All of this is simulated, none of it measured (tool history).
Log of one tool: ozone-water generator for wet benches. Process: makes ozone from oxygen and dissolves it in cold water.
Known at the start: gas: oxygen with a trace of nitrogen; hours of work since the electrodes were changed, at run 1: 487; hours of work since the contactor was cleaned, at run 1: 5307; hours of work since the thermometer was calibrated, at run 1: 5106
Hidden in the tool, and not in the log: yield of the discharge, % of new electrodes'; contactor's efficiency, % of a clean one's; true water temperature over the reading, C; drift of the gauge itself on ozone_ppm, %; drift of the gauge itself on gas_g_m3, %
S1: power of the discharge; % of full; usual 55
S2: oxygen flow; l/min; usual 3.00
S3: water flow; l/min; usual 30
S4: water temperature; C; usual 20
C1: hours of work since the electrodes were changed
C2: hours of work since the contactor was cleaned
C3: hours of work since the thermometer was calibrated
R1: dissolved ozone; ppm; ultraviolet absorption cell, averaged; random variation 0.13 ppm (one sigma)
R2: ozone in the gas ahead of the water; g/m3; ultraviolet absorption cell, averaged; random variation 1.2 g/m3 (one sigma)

run    hour  S1    S2  S3  S4    C1    C2    C3    R1     R2
  1     0.0  55  3.00  30  20   487  5307  5106  11.9  226.1
  2   105.5  55  3.00  30  20   573  5394  5193  12.1  223.4
  3   267.8  55  3.00  30  20   707  5527  5326  11.9  225.0
  4   410.0  55  2.59  30  20   824  5644  5443  11.4  239.4
      573.8  -- contactor cleaned
  5   595.5  55  3.00  24  20   973    18  5592  15.6  223.1
  6   735.7  55  3.00  35  20  1088   133  5708  10.4  222.8
  7   901.4  55  3.00  30  20  1224   269  5844  12.5  221.9
      934.3  -- water thermometer calibrated
  8  1011.4  55  3.00  30  20  1314   359    63  12.6  222.0
  9  1092.0  55  3.00  30  20  1381   426   130  12.2  222.0
 10  1201.9  55  3.00  30  20  1471   516   220  12.0  222.5
 11  1323.8  55  3.00  42  20  1571   616   320   8.4  222.2
 12  1437.4  55  3.00  30  23  1664   710   414  11.9  221.6
 13  1570.0  55  3.00  31  23  1774   819   523  11.3  221.2
 14  1683.8  55  3.00  31  23  1867   912   616  11.5  220.3
 15  1779.1  55  3.00  30  20  1945   990   694  12.1  221.6
 16  1879.5  55  3.00  30  20  2028  1073   777  12.2  222.7
 17  2007.0  55  4.30  45  20  2133  1178   882   8.9  192.3
 18  2113.4  55  4.30  45  20  2220  1265   969   9.0  192.5
 19  2194.8  48  4.30  45  20  2287  1332  1036   8.0  174.1
 20  2340.6  96  3.30  30  13  2407  1452  1156  19.9  320.6
 21  2454.2  41  3.00  19  20  2500  1545  1249  15.3  176.5
 22  2570.3  41  3.00  19  20  2596  1641  1345  15.0  172.4
 23  2674.9  87  2.41  38  25  2682  1727  1431  11.4  331.0
 24  2831.6  87  2.41  38  25  2811  1856  1560  11.2  333.0
 25  3008.3  54  2.41  38  26  2956  2001  1705   7.7  232.1
 26  3151.8  74  3.00  30  20  3074  2119  1823  14.8  271.3
 27  3307.9  64  3.00  22  20  3202  2247  1951  18.3  242.7
 28  3465.6  64  2.22  27  22  3332  2377  2081  13.0  271.5
 29  3566.5  45  3.00  30  20  3415  2460  2164  10.2  184.9
 30  3668.0  45  3.00  30  20  3498  2543  2247  10.2  185.0
 31  3799.1  45  3.00  30  20  3606  2651  2355  10.1  185.8
 32  3924.1  43  3.00  30  20  3709  2754  2458   9.7  177.8

5 ways to go on from here, each from the tool as it stands after run 32. What would each give?
  A  4041.4  55  3.00  25  20  3805  2850  2554   ?   ?
  B  4041.4  83  2.43  30  15  3805  2850  2554   ?   ?
  C  4041.4  65  3.00  19  20  3805  2850  2554   ?   ?
  D  4041.4  51  4.65  30  14  3805  2850  2554   ?   ?
  E  4041.4  43  1.63  30  13  3805  2850  2554   ?   ?

run    R1     R2
  A  14.3  214.0
  B  14.8  314.3
  C  20.6  244.9
  D  13.5  173.8
  E   7.7  223.9
Without the tool's hidden state the same runs would have given:
run    R1     R2
  A  15.4  226.1
  B  16.3  339.4
  C  22.3  261.1
  D  14.5  183.0
  E   8.2  233.7

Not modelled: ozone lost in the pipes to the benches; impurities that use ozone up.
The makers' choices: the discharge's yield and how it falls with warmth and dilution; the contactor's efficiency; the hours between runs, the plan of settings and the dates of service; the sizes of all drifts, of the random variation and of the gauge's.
